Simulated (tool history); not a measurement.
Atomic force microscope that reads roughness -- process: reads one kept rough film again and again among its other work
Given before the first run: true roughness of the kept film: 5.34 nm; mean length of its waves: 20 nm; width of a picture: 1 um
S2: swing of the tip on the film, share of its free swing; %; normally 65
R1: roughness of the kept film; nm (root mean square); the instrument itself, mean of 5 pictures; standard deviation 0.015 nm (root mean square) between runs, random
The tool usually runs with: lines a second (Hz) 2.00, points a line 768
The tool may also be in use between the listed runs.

run 1 hour=0.0 | lines_a_second_(Hz)=2.00 S2=65 points_a_line=768 | R1=3.270
run 2 hour=12.5 | lines_a_second_(Hz)=1.93 S2=65 points_a_line=768 | R1=3.212
run 3 hour=38.1 | lines_a_second_(Hz)=1.93 S2=65 points_a_line=768 | R1=3.048
run 4 hour=63.3 | lines_a_second_(Hz)=2.00 S2=65 points_a_line=768 | R1=2.938
run 5 hour=78.8 | lines_a_second_(Hz)=2.00 S2=65 points_a_line=768 | R1=2.831
run 6 hour=96.6 | lines_a_second_(Hz)=2.00 S2=65 points_a_line=768 | R1=2.753
run 7 hour=119.7 | lines_a_second_(Hz)=2.00 S2=65 points_a_line=457 | R1=2.644
run 8 hour=140.7 | lines_a_second_(Hz)=2.00 S2=69 points_a_line=457 | R1=2.532
run 9 hour=154.0 | lines_a_second_(Hz)=2.00 S2=69 points_a_line=457 | R1=2.474
run 10 hour=174.0 | lines_a_second_(Hz)=2.00 S2=69 points_a_line=457 | R1=2.407
run 11 hour=191.9 | lines_a_second_(Hz)=2.00 S2=70 points_a_line=768 | R1=2.359
run 12 hour=206.9 | lines_a_second_(Hz)=2.00 S2=65 points_a_line=768 | R1=2.369
run 13 hour=223.8 | lines_a_second_(Hz)=2.00 S2=65 points_a_line=768 | R1=2.298
run 14 hour=241.1 | lines_a_second_(Hz)=2.00 S2=73 points_a_line=768 | R1=2.186
run 15 hour=265.5 | lines_a_second_(Hz)=2.00 S2=73 points_a_line=768 | R1=3.501
run 16 hour=285.9 | lines_a_second_(Hz)=2.00 S2=65 points_a_line=768 | R1=3.466
run 17 hour=305.3 | lines_a_second_(Hz)=2.00 S2=65 points_a_line=768 | R1=3.330
run 18 hour=331.7 | lines_a_second_(Hz)=2.00 S2=65 points_a_line=768 | R1=3.126
run 19 hour=354.6 | lines_a_second_(Hz)=2.00 S2=65 points_a_line=768 | R1=3.063
run 20 hour=373.3 | lines_a_second_(Hz)=2.00 S2=65 points_a_line=401 | R1=2.889
run 21 hour=397.8 | lines_a_second_(Hz)=2.00 S2=65 points_a_line=401 | R1=2.786
run 22 hour=412.4 | lines_a_second_(Hz)=2.00 S2=65 points_a_line=310 | R1=2.689
run 23 hour=428.8 | lines_a_second_(Hz)=2.00 S2=65 points_a_line=310 | R1=2.603
run 24 hour=444.0 | lines_a_second_(Hz)=0.56 S2=65 points_a_line=310 | R1=2.652
run 25 hour=457.0 | lines_a_second_(Hz)=0.56 S2=65 points_a_line=310 | R1=2.627
run 26 hour=477.6 | lines_a_second_(Hz)=0.56 S2=65 points_a_line=310 | R1=2.524
run 27 hour=490.8 | lines_a_second_(Hz)=0.70 S2=82 points_a_line=348 | R1=2.433
run 28 hour=517.1 | lines_a_second_(Hz)=1.19 S2=76 points_a_line=506 | R1=2.340
run 29 hour=544.1 | lines_a_second_(Hz)=1.19 S2=76 points_a_line=506 | R1=2.249
run 30 hour=558.2 | lines_a_second_(Hz)=1.19 S2=76 points_a_line=506 | R1=3.542
run 31 hour=575.9 | lines_a_second_(Hz)=1.19 S2=76 points_a_line=506 | R1=3.426
run 32 hour=597.6 | lines_a_second_(Hz)=0.56 S2=74 points_a_line=539 | R1=3.394
run 33 hour=610.9 | lines_a_second_(Hz)=2.00 S2=76 points_a_line=768 | R1=3.103
run 34 hour=627.7 | lines_a_second_(Hz)=2.00 S2=76 points_a_line=768 | R1=2.995
run 35 hour=642.2 | lines_a_second_(Hz)=2.00 S2=76 points_a_line=768 | R1=2.932
run 36 hour=654.1 | lines_a_second_(Hz)=2.00 S2=76 points_a_line=768 | R1=2.862
run 37 hour=679.0 | lines_a_second_(Hz)=2.77 S2=83 points_a_line=907 | R1=2.544
run 38 hour=696.5 | lines_a_second_(Hz)=2.77 S2=83 points_a_line=907 | R1=2.475
run 39 hour=719.8 | lines_a_second_(Hz)=0.99 S2=71 points_a_line=768 | R1=2.718
run 40 hour=732.3 | lines_a_second_(Hz)=2.70 S2=76 points_a_line=529 | R1=2.454
run 41 hour=756.2 | lines_a_second_(Hz)=1.03 S2=89 points_a_line=649 | R1=2.448
run 42 hour=775.2 | lines_a_second_(Hz)=1.03 S2=75 points_a_line=293 | R1=2.439
run 43 hour=796.7 | lines_a_second_(Hz)=1.03 S2=75 points_a_line=661 | R1=2.408
run 44 hour=812.6 | lines_a_second_(Hz)=2.28 S2=65 points_a_line=588 | R1=2.334
run 45 hour=825.8 | lines_a_second_(Hz)=2.28 S2=65 points_a_line=588 | R1=2.301
run 46 hour=838.7 | lines_a_second_(Hz)=0.78 S2=65 points_a_line=410 | R1=2.301
run 47 hour=859.7 | lines_a_second_(Hz)=0.50 S2=55 points_a_line=743 | R1=3.754
run 48 hour=879.3 | lines_a_second_(Hz)=0.96 S2=65 points_a_line=945 | R1=3.539
run 49 hour=904.5 | lines_a_second_(Hz)=1.38 S2=77 points_a_line=945 | R1=3.213
run 50 hour=926.2 | lines_a_second_(Hz)=1.38 S2=84 points_a_line=519 | R1=3.016
run 51 hour=948.9 | lines_a_second_(Hz)=1.38 S2=84 points_a_line=519 | R1=2.902

Not shown here: 3 entries made in the log between runs. Locate each between two listed runs and compare the hidden state at the listed run before it with the hidden state at the listed run after it:
Runs 14 to 15: new tip fitted (hour 255.2)
  radius of the tip, nm: 23.8 -> 7.6
  measured minus no-state result, R1: -1.422 -> -0.086 nm (root mean square)
Runs 29 to 30: new tip fitted (hour 553.1)
  radius of the tip, nm: 23.2 -> 7.9; height scale over the true one, %: -0.22 -> -0.23
  measured minus no-state result, R1: -1.412 -> -0.135 nm (root mean square)
Runs 46 to 47: new tip fitted (hour 850.0)
  radius of the tip, nm: 23.4 -> 7.8
  measured minus no-state result, R1: -1.464 -> -0.131 nm (root mean square)
